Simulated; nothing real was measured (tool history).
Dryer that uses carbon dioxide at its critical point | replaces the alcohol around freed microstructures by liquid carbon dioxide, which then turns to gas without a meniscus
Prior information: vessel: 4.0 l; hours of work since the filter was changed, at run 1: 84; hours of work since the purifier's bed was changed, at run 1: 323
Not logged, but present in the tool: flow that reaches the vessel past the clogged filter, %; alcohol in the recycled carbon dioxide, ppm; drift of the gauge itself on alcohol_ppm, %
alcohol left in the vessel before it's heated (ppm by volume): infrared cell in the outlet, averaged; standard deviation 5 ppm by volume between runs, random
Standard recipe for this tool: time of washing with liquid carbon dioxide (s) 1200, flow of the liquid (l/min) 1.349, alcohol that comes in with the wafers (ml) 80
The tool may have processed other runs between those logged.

| run | day | time of washing with liquid carbon dioxide (s) | flow of the liquid (l/min) | alcohol that comes in with the wafers (ml) | hours of work since the filter was changed | hours of work since the purifier's bed was changed | alcohol left in the vessel before it's heated (ppm by volume) |
|---|---|---|---|---|---|---|---|
| 1 | 0.000 | 1200 | 1.349 | 80 | 84 | 323 | 163 |
| 2 | 2.092 | 840 | 1.349 | 80 | 113 | 352 | 502 |
| 3 | 3.083 | 1020 | 1.349 | 80 | 127 | 366 | 304 |
| 4 | 5.079 | 1200 | 1.349 | 80 | 155 | 394 | 215 |
| 5 | 6.862 | 1200 | 1.349 | 80 | 180 | 419 | 231 |
| 6 | 8.296 | 1200 | 1.349 | 24 | 201 | 439 | 162 |
| 7 | 9.733 | 1200 | 1.349 | 24 | 221 | 460 | 180 |
| 8 | 10.812 | 1200 | 1.349 | 24 | 236 | 475 | 181 |
|  | 11.250 | inlet filter changed |
| 9 | 12.433 | 1200 | 0.840 | 80 | 17 | 497 | 649 |
|  | 14.808 | purifier's bed changed |
| 10 | 14.933 | 1860 | 1.349 | 80 | 50 | 2 | 6 |
| 11 | 17.346 | 1860 | 1.349 | 80 | 84 | 36 | 20 |
| 12 | 18.962 | 1860 | 1.349 | 80 | 107 | 58 | 23 |
| 13 | 19.983 | 1200 | 1.220 | 80 | 121 | 73 | 157 |
| 14 | 21.650 | 1200 | 1.220 | 80 | 144 | 96 | 189 |
| 15 | 23.133 | 1200 | 1.220 | 72 | 165 | 117 | 187 |
| 16 | 25.083 | 1200 | 1.220 | 72 | 193 | 144 | 205 |
| 17 | 26.396 | 1740 | 1.349 | 80 | 211 | 163 | 70 |
| 18 | 28.096 | 1740 | 1.349 | 80 | 235 | 187 | 76 |
|  | 28.562 | inlet filter changed |
| 19 | 29.225 | 1740 | 1.349 | 80 | 9 | 202 | 71 |
| 20 | 30.892 | 1200 | 1.349 | 64 | 33 | 225 | 108 |
| 21 | 32.467 | 1440 | 1.349 | 34 | 55 | 248 | 94 |
| 22 | 34.829 | 1680 | 1.040 | 23 | 88 | 281 | 101 |
| 23 | 36.517 | 1680 | 1.349 | 22 | 112 | 305 | 99 |
| 24 | 37.992 | 1200 | 0.820 | 80 | 133 | 325 | 850 |
| 25 | 39.942 | 1020 | 1.920 | 62 | 160 | 353 | 134 |
| 26 | 41.004 | 1200 | 2.050 | 97 | 175 | 368 | 130 |
| 27 | 42.096 | 1380 | 1.360 | 80 | 190 | 383 | 163 |
| 28 | 44.425 | 1560 | 1.030 | 80 | 223 | 416 | 249 |
|  | 45.833 | inlet filter changed |
| 29 | 46.492 | 1560 | 1.030 | 80 | 9 | 444 | 199 |
| 30 | 48.879 | 900 | 1.210 | 91 | 43 | 478 | 587 |
| 31 | 49.904 | 900 | 1.210 | 91 | 57 | 492 | 600 |
| 32 | 51.867 | 900 | 1.840 | 26 | 85 | 520 | 187 |
|  | 52.762 | purifier's bed changed |
| 33 | 53.162 | 1500 | 1.040 | 58 | 101 | 6 | 68 |
| 34 | 55.396 | 1500 | 1.040 | 58 | 133 | 37 | 97 |
| 35 | 57.646 | 1200 | 0.810 | 80 | 164 | 69 | 841 |
| 36 | 60.029 | 1200 | 0.810 | 80 | 198 | 102 | 942 |
| 37 | 61.908 | 1200 | 0.810 | 80 | 224 | 129 | 1026 |

Below are 5 alternative next runs, each starting from the tool's condition after run 37. Predict each:
|  | 63.138 | inlet filter changed |
| A | 63.817 | 1200 | 1.060 | 68 | 10 | 155 | ? |
|  | 63.138 | inlet filter changed |
| B | 63.817 | 1200 | 0.880 | 30 | 10 | 155 | ? |
|  | 63.138 | inlet filter changed |
| C | 63.817 | 1200 | 1.130 | 62 | 10 | 155 | ? |
|  | 63.138 | inlet filter changed |
| D | 63.817 | 1140 | 1.349 | 80 | 10 | 155 | ? |
|  | 63.138 | inlet filter changed |
| E | 63.817 | 1320 | 1.200 | 27 | 10 | 155 | ? |

| run | alcohol left in the vessel before it's heated (ppm by volume) |
|---|---|
| A | 202 |
| B | 204 |
| C | 147 |
| D | 115 |
| E | 74 |
What these runs would have given with no unlogged condition in the tool:
| run | alcohol left in the vessel before it's heated (ppm by volume) |
|---|---|
| A | 146 |
| B | 150 |
| C | 94 |
| D | 63 |
| E | 24 |
